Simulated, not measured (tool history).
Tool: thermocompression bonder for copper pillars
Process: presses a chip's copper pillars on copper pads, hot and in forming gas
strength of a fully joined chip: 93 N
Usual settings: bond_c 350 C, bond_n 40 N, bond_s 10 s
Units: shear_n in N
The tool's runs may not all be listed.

Run 1, day 0: usual settings. Result: shear_n 48 N.
Run 2, day 1.15: usual settings. Result: shear_n 47.1 N.
Run 3, day 2.2: usual settings. Result: shear_n 47.6 N.
Run 4, day 2.817: usual settings. Result: shear_n 46.8 N.
Run 5, day 3.767: usual settings. Result: shear_n 47.3 N.
Run 6, day 4.392: usual settings. Result: shear_n 47.7 N.
Run 7, day 5.721: usual settings but bond_c 372 C. Result: shear_n 52.8 N.
Run 8, day 7.083: usual settings but bond_n 26 N. Result: shear_n 33 N.
Run 9, day 7.833: usual settings but bond_n 26 N. Result: shear_n 31.6 N.
Run 10, day 8.938: usual settings but bond_n 26 N. Result: shear_n 31.7 N.
Run 11, day 9.692: usual settings but bond_n 41 N. Result: shear_n 46.9 N.
Run 12, day 10.625: usual settings but bond_n 41 N. Result: shear_n 47.3 N.
Run 13, day 11.629: usual settings but bond_n 41 N. Result: shear_n 46.6 N.
Run 14, day 12.7: usual settings but bond_n 41 N. Result: shear_n 47.6 N.
Run 15, day 13.871: usual settings. Result: shear_n 50.2 N.
Run 16, day 14.462: usual settings. Result: shear_n 50.3 N.
Run 17, day 15.508: usual settings. Result: shear_n 50.9 N.
Run 18, day 17.017: usual settings. Result: shear_n 52 N.
Run 19, day 18.358: usual settings. Result: shear_n 51 N.
Run 20, day 19.092: usual settings. Result: shear_n 49.9 N.
Run 21, day 20.196: usual settings. Result: shear_n 51.4 N.
Run 22, day 21.475: usual settings. Result: shear_n 50.4 N.
Run 23, day 22.633: usual settings. Result: shear_n 49.7 N.
Run 24, day 23.912: usual settings but bond_c 323 C, bond_n 36 N, bond_s 6 s. Result: shear_n 26.4 N.
Run 25, day 25.138: usual settings but bond_c 323 C, bond_n 36 N, bond_s 6 s. Result: shear_n 28.4 N.
Run 26, day 26.496: usual settings but bond_c 344 C. Result: shear_n 42.7 N.
Run 27, day 27.388: usual settings but bond_c 344 C, bond_n 48 N, bond_s 7 s. Result: shear_n 44.3 N.
Run 28, day 28.621: usual settings but bond_c 344 C, bond_n 48 N, bond_s 7 s. Result: shear_n 44.5 N.
Run 29, day 29.9: usual settings but bond_n 26 N. Result: shear_n 30.8 N.
Run 30, day 31.317: usual settings but bond_n 26 N. Result: shear_n 35.6 N.
Run 31, day 32.179: usual settings but bond_n 26 N. Result: shear_n 33.6 N.
Run 32, day 33.217: usual settings but bond_n 26 N. Result: shear_n 34.1 N.
Run 33, day 34.312: usual settings but bond_s 8 s. Result: shear_n 46.7 N.
Run 34, day 35.475: usual settings but bond_c 357 C, bond_n 33 N. Result: shear_n 44.8 N.
Run 35, day 36.062: usual settings but bond_c 357 C, bond_n 33 N. Result: shear_n 44.2 N.
Run 36, day 37.196: usual settings but bond_n 34 N, bond_s 14 s. Result: shear_n 47.9 N.
Run 37, day 38.392: usual settings but bond_c 371 C, bond_n 34 N, bond_s 28 s. Result: shear_n 65.6 N.
Run 38, day 39.408: usual settings but bond_c 371 C, bond_n 34 N, bond_s 28 s. Result: shear_n 67.1 N.
Run 39, day 40.054: usual settings but bond_c 365 C. Result: shear_n 51.7 N.

Not shown: 4 entries that the log had between the listed runs. Between which runs, and how does the tool's hidden state differ before and after?
Between runs 14 and 15: forming gas filter changed (day 13.325)
  true temperature of the bond over the reading, C: 5.5 -> 5.9; force that reaches the chip, % of what is set: 102.7 -> 102.8; oxide that the forming gas leaves, % of the face: 10.45 -> 0.84
  measured less the result without the state, shear_n: -2.3 -> +2.8 N
Between runs 17 and 18: heater calibrated with a thermocouple chip (day 15.717)
  true temperature of the bond over the reading, C: 6.3 -> 10.8; force that reaches the chip, % of what is set: 103 -> 103.1; oxide that the forming gas leaves, % of the face: 1.85 -> 2.76
  measured less the result without the state, shear_n: +2.5 -> +3.4 N
Between runs 23 and 24: heater calibrated with a thermocouple chip, once more (day 23.771)
  true temperature of the bond over the reading, C: 12.4 -> -0.5; force that reaches the chip, % of what is set: 103.6 -> 103.7; oxide that the forming gas leaves, % of the face: 6.2 -> 6.95
  measured less the result without the state, shear_n: +2.2 -> -1 N
Between runs 29 and 30: forming gas filter changed (day 30.962)
  true temperature of the bond over the reading, C: 1.3 -> 1.7; force that reaches the chip, % of what is set: 104.2 -> 104.3; oxide that the forming gas leaves, % of the face: 10.59 -> 0.79
  measured less the result without the state, shear_n: -1.9 -> +1.6 N
